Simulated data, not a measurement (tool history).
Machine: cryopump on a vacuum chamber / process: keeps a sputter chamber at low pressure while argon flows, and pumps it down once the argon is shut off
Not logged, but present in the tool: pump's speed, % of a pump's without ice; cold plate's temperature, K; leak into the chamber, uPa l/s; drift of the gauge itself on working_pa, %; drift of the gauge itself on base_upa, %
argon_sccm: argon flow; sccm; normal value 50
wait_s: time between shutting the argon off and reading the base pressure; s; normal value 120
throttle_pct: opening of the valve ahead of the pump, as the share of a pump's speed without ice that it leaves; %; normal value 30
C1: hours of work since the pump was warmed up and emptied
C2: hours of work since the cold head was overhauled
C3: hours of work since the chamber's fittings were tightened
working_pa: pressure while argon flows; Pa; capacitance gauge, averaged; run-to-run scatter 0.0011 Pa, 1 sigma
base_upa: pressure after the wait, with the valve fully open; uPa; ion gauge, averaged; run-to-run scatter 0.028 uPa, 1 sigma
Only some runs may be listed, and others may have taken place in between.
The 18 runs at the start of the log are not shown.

At hour 1677.3: pump warmed up, emptied and cooled again.
Run 19, hour 1703.8: usual settings but argon_sccm 29 sccm, throttle_pct 38 %; C1 23; C2 2212; C3 1053. Result: working_pa 0.1159 Pa, base_upa 2.33 uPa.
Run 20, hour 1832: usual settings but argon_sccm 29 sccm, wait_s 45 s, throttle_pct 31 %; C1 137; C2 2325; C3 1166. Result: working_pa 0.1444 Pa, base_upa 4.17 uPa.
Run 21, hour 1888.9: usual settings but argon_sccm 95 sccm, wait_s 45 s, throttle_pct 54 %; C1 187; C2 2375; C3 1216. Result: working_pa 0.2853 Pa, base_upa 4.3 uPa.
Run 22, hour 1955.2: usual settings but argon_sccm 73 sccm, wait_s 36 s, throttle_pct 17 %; C1 246; C2 2434; C3 1275. Result: working_pa 0.6664 Pa, base_upa 5.07 uPa.
At hour 2081.2: pump warmed up, emptied and cooled again.
Run 23, hour 2089.7: usual settings but argon_sccm 73 sccm, wait_s 36 s, throttle_pct 17 %; C1 8; C2 2548; C3 1389. Result: working_pa 0.6438 Pa, base_upa 5.24 uPa.
Run 24, hour 2204.7: usual settings but argon_sccm 73 sccm, wait_s 36 s, throttle_pct 17 %; C1 109; C2 2650; C3 1491. Result: working_pa 0.653 Pa, base_upa 5.24 uPa.
Run 25, hour 2260.4: usual settings but argon_sccm 87 sccm; C1 158; C2 2699; C3 1540. Result: working_pa 0.4533 Pa, base_upa 2.85 uPa.
Run 26, hour 2333.3: usual settings but argon_sccm 49 sccm; C1 223; C2 2764; C3 1604. Result: working_pa 0.2572 Pa, base_upa 2.98 uPa.
Run 27, hour 2455.5: usual settings but argon_sccm 33 sccm, wait_s 235 s, throttle_pct 56 %; C1 331; C2 2871; C3 1712. Result: working_pa 0.0997 Pa, base_upa 2.74 uPa.
At hour 2485.4: pump warmed up, emptied and cooled again.
Run 28, hour 2538.9: usual settings but argon_sccm 33 sccm, wait_s 235 s, throttle_pct 36 %; C1 47; C2 2941; C3 1781. Result: working_pa 0.1392 Pa, base_upa 2.4 uPa.
Run 29, hour 2667.6: usual settings but argon_sccm 43 sccm; C1 161; C2 3054; C3 1895. Result: working_pa 0.2253 Pa, base_upa 3.23 uPa.
Run 30, hour 2733.6: usual settings but argon_sccm 43 sccm; C1 219; C2 3113; C3 1953. Result: working_pa 0.2277 Pa, base_upa 3.3 uPa.

Expected results for the next run?
Run 31, hour 2808.4: usual settings but argon_sccm 40 sccm; C1 285; C2 3179; C3 2019. Result: working_pa ?, base_upa ?.

Run 31 produced working_pa 0.2123 Pa, base_upa 3.38 uPa.
If the tool had no hidden condition, the same run with the same run-to-run variation would have returned working_pa 0.1989 Pa, base_upa 1.29 uPa.
